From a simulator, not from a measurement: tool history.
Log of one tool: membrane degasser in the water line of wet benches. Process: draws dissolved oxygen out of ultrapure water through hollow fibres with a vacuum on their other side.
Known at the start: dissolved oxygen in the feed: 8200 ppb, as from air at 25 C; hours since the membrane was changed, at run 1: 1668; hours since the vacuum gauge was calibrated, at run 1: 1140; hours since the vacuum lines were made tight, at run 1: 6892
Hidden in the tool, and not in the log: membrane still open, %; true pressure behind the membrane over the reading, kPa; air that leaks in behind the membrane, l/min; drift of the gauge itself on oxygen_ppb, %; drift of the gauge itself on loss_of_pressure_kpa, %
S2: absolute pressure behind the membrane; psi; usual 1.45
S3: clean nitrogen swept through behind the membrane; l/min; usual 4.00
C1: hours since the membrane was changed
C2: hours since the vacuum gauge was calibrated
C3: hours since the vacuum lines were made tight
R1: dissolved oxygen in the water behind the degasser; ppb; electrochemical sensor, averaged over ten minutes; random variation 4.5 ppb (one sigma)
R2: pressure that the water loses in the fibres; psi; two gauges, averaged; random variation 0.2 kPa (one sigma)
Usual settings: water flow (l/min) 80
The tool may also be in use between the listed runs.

run 1 hour=0.0 | water_flow_(l/min)=80 S2=1.45 S3=4.00 | C1=1668 C2=1140 C3=6892 | R1=443.5 R2=6.637
run 2 hour=43.8 | water_flow_(l/min)=80 S2=1.45 S3=4.00 | C1=1711 C2=1184 C3=6936 | R1=449.8 R2=6.650
run 3 hour=74.0 | water_flow_(l/min)=80 S2=1.45 S3=4.00 | C1=1742 C2=1214 C3=6966 | R1=442.7 R2=6.621
run 4 hour=106.1 | water_flow_(l/min)=80 S2=1.07 S3=4.00 | C1=1774 C2=1246 C3=6998 | R1=338.3 R2=6.644
run 5 hour=144.9 | water_flow_(l/min)=80 S2=1.07 S3=4.00 | C1=1813 C2=1285 C3=7037 | R1=334.6 R2=6.598
run 6 hour=185.4 | water_flow_(l/min)=80 S2=1.45 S3=6.01 | C1=1853 C2=1326 C3=7078 | R1=354.7 R2=6.670
run 7 hour=209.9 | water_flow_(l/min)=80 S2=1.77 S3=4.00 | C1=1878 C2=1350 C3=7102 | R1=529.0 R2=6.656
run 8 hour=236.6 | water_flow_(l/min)=80 S2=1.77 S3=4.00 | C1=1904 C2=1377 C3=7129 | R1=525.8 R2=6.675
run 9 hour=266.4 | water_flow_(l/min)=52 S2=0.88 S3=4.00 | C1=1934 C2=1407 C3=7159 | R1=124.0 R2=4.335
run 10 hour=301.9 | water_flow_(l/min)=52 S2=1.86 S3=3.15 | C1=1969 C2=1442 C3=7194 | R1=382.4 R2=4.312
run 11 hour=324.6 | water_flow_(l/min)=52 S2=2.61 S3=3.15 | C1=1992 C2=1465 C3=7217 | R1=556.6 R2=4.302
run 12 hour=369.9 | water_flow_(l/min)=52 S2=2.61 S3=3.15 | C1=2037 C2=1510 C3=7262 | R1=551.3 R2=4.295
run 13 hour=391.8 | water_flow_(l/min)=52 S2=2.61 S3=3.15 | C1=2059 C2=1532 C3=7284 | R1=564.4 R2=4.319
run 14 hour=438.7 | water_flow_(l/min)=51 S2=1.45 S3=4.65 | C1=2106 C2=1579 C3=7331 | R1=206.0 R2=4.215
run 15 hour=470.8 | water_flow_(l/min)=69 S2=1.45 S3=7.96 | C1=2138 C2=1611 C3=7363 | R1=240.6 R2=5.736

Forecast each of these 3 alternatives for the next run:
run A hour=507.1 | water_flow_(l/min)=69 S2=2.81 S3=3.07 | C1=2175 C2=1647 C3=7399 | R1=? R2=?
run B hour=507.1 | water_flow_(l/min)=69 S2=1.39 S3=2.53 | C1=2175 C2=1647 C3=7399 | R1=? R2=?
run C hour=507.1 | water_flow_(l/min)=69 S2=1.25 S3=7.96 | C1=2175 C2=1647 C3=7399 | R1=? R2=?

run=A R1=821.0 R2=5.754
run=B R1=463.2 R2=5.729
run=C R1=213.2 R2=5.720
Without the tool's hidden state the same runs would have given:
run=A R1=820.8 R2=5.752
run=B R1=462.9 R2=5.728
run=C R1=213.0 R2=5.717

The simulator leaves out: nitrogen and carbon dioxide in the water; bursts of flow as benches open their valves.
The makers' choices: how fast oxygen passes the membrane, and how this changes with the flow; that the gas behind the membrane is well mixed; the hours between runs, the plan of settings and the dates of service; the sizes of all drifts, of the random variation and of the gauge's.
